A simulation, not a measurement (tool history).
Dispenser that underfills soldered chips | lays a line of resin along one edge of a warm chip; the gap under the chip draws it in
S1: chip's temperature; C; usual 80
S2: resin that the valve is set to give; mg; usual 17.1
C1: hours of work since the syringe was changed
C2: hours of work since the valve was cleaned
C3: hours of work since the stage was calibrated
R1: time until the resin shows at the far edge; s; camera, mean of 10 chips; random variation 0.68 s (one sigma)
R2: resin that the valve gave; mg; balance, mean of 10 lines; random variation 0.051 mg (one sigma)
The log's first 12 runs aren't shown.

Run 13, hour 56.9: usual settings but S1 69 C; C1 4; C2 90; C3 124. Result: R1 138.4 s, R2 16.39 mg.
Run 14, hour 60.6: usual settings; C1 6; C2 93; C3 126. Result: R1 92.5 s, R2 16.31 mg.
At hour 62.5: new syringe of resin.
Run 15, hour 65.8: usual settings; C1 2; C2 96; C3 129. Result: R1 71.3 s, R2 16.26 mg.
Run 16, hour 71.9: usual settings; C1 6; C2 100; C3 133. Result: R1 91.1 s, R2 16.21 mg.
At hour 73.7: new syringe of resin.
Run 17, hour 78: usual settings; C1 3; C2 103; C3 137. Result: R1 72.9 s, R2 16.2 mg.
Run 18, hour 80.8: usual settings; C1 4; C2 105; C3 139. Result: R1 81.8 s, R2 16.25 mg.
Run 19, hour 83.8: usual settings but S1 90 C, S2 15.2 mg; C1 6; C2 107; C3 140. Result: R1 60.5 s, R2 14.37 mg.
At hour 85: new syringe of resin.
Run 20, hour 89.8: usual settings but S1 90 C, S2 15.2 mg; C1 3; C2 111; C3 144. Result: R1 49.3 s, R2 14.33 mg.
At hour 93: dispensing valve cleaned and set on the balance.
Run 21, hour 95.6: usual settings but S1 90 C, S2 15.2 mg; C1 6; C2 2; C3 147. Result: R1 58.4 s, R2 15.16 mg.
At hour 97.2: new syringe of resin.
Run 22, hour 98.8: usual settings but S1 83 C, S2 15.1 mg; C1 1; C2 4; C3 149. Result: R1 59 s, R2 15.2 mg.
Run 23, hour 105.1: usual settings but S1 79 C, S2 14.6 mg; C1 5; C2 8; C3 153. Result: R1 91.8 s, R2 14.56 mg.
At hour 108.4: new syringe of resin.
Run 24, hour 108.5: usual settings but S1 79 C, S2 14.6 mg; C1 0; C2 9; C3 155. Result: R1 70.6 s, R2 14.51 mg.
Run 25, hour 113.9: usual settings but S1 91 C, S2 19.4 mg; C1 4; C2 13; C3 158. Result: R1 45.3 s, R2 19.31 mg.
At hour 119.5: new syringe of resin.
Run 26, hour 120.1: usual settings but S1 91 C, S2 19.4 mg; C1 0; C2 17; C3 162. Result: R1 37.5 s, R2 19.17 mg.
Run 27, hour 126.6: usual settings but S1 93 C, S2 20.8 mg; C1 5; C2 21; C3 166. Result: R1 44.3 s, R2 20.68 mg.
At hour 130.8: new syringe of resin.
Run 28, hour 131.8: usual settings but S1 90 C; C1 1; C2 24; C3 169. Result: R1 40.7 s, R2 16.86 mg.
Run 29, hour 137.1: usual settings but S1 70 C; C1 4; C2 27; C3 173. Result: R1 134.5 s, R2 16.82 mg.
Run 30, hour 141.5: usual settings but S1 70 C; C1 7; C2 30; C3 176. Result: R1 158.7 s, R2 16.83 mg.
At hour 142.2: new syringe of resin.
Run 31, hour 144.6: usual settings but S1 75 C, S2 22.1 mg; C1 2; C2 32; C3 177. Result: R1 88.4 s, R2 21.59 mg.
Run 32, hour 148.5: usual settings but S1 75 C, S2 22.1 mg; C1 4; C2 34; C3 180. Result: R1 100.6 s, R2 21.68 mg.
Run 33, hour 151.4: usual settings but S1 75 C, S2 22.1 mg; C1 6; C2 36; C3 182. Result: R1 115.4 s, R2 21.64 mg.
At hour 153.7: new syringe of resin.
Run 34, hour 156.7: usual settings but S1 75 C, S2 22.1 mg; C1 2; C2 39; C3 185. Result: R1 87.3 s, R2 21.59 mg.
Run 35, hour 161.2: usual settings but S1 74 C, S2 16.1 mg; C1 5; C2 42; C3 188. Result: R1 117.5 s, R2 15.78 mg.
At hour 165.2: new syringe of resin.
Run 36, hour 167: usual settings but S1 74 C, S2 16.1 mg; C1 1; C2 46; C3 191. Result: R1 94.4 s, R2 15.74 mg.

Forecast each of these 4 alternatives for the next run:
Run A, hour 170.5: usual settings but S2 18.6 mg; C1 3; C2 48; C3 194. Result: R1 ?, R2 ?.
Run B, hour 170.5: usual settings but S1 75 C, S2 19 mg; C1 3; C2 48; C3 194. Result: R1 ?, R2 ?.
Run C, hour 170.5: usual settings but S1 88 C, S2 14.8 mg; C1 3; C2 48; C3 194. Result: R1 ?, R2 ?.
Run D, hour 170.5: usual settings but S1 91 C, S2 16.1 mg; C1 3; C2 48; C3 194. Result: R1 ?, R2 ?.

run    R1     R2
  A  76.1   18.2
  B    99   18.6
  C  55.9  14.39
  D    47  15.63
Without the tool's hidden state the same runs would have given:
run    R1     R2
  A  59.8  18.68
  B  77.9  19.08
  C  43.8  14.76
  D  36.9  16.04
